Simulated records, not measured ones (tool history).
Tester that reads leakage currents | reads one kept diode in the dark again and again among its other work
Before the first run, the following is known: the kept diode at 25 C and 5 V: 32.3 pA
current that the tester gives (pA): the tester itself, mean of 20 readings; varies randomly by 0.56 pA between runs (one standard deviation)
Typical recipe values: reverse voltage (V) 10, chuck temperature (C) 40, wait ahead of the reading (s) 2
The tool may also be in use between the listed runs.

run    hour  reverse voltage (V)  chuck temperature (C)  wait ahead of the reading (s)  current that the tester gives (pA)
  1       0                   10                     40                              2                              171.86
  2   146.6                   10                     21                              2                               45.39
      196.7  -- probe card cleaned and baked
      224.9  -- chuck's temperature calibrated
  3   306.3                   10                     21                           0.41                               37.77
  4   398.6                   10                     40                              2                              184.85
  5   565.6                   10                     40                              2                              182.37
  6   724.7                   10                     40                           8.47                              179.83
      853.9  -- tester calibrated
  7   890.2                   10                     40                           8.47                              181.75
  8  1091.3                   10                     40                           8.47                              178.78
  9  1183.3                   10                     40                           8.47                              177.08
 10  1321.9                   10                     40                           8.47                              176.03
 11  1526.6                   10                     40                           0.38                              180.25
 12  1736.9                   10                     40                           0.51                              175.28
 13    1863                   10                     40                           0.51                               173.8
 14  2034.9                   10                     40                           0.51                              172.19
 15  2149.5                   10                     40                           0.51                              171.67
 16  2352.7                   10                     40                           5.42                              165.24
     2435.1  -- chuck's temperature calibrated
 17  2521.9                   10                     40                           5.42                              197.03
 18  2620.8                   10                     40                           5.42                              195.36
 19    2821                  6.5                     40                              2                              152.81
 20  2920.9                  6.5                     40                              2                              151.91
 21  3010.5                   14                     40                              2                              230.54
 22  3197.5                    5                     40                              2                               128.6
 23    3403                  5.3                     40                           4.42                              130.41
 24  3518.1                  5.3                     40                           4.42                               129.6
 25  3695.4                   14                     23                           6.54                               63.38
 26  3880.4                  6.6                     35                            8.6                               95.33
 27  4077.8                  6.6                     35                            8.6                               93.95
 28  4226.4                  2.8                     58                           0.82                              376.28
 29  4312.9                  4.4                     58                           0.62                              474.45
 30  4456.5                  4.4                     58                           0.62                              470.23
 31  4541.9                  4.4                     36                           1.85                               78.99
       4634  -- probe card cleaned and baked
     4651.5  -- chuck's temperature calibrated
 32  4707.5                  4.3                     40                           2.09                              116.61
 33  4852.1                  4.3                     40                           2.09                              115.69
 34  5027.1                  4.1                     40                              2                              111.39
 35  5169.4                  4.1                     40                              2                              110.65
 36  5279.5                   10                     40                           2.56                              175.31
 37    5484                   10                     40                           0.56                              177.41

Predict the results of run 38:
     5652.2  -- tester calibrated
 38  5674.4                  2.7                     29                           0.52                                   ?

Run 38 gave current that the tester gives (pA) 33.14.
Without the tool's hidden state the same run would have given current that the tester gives (pA) 35.51.
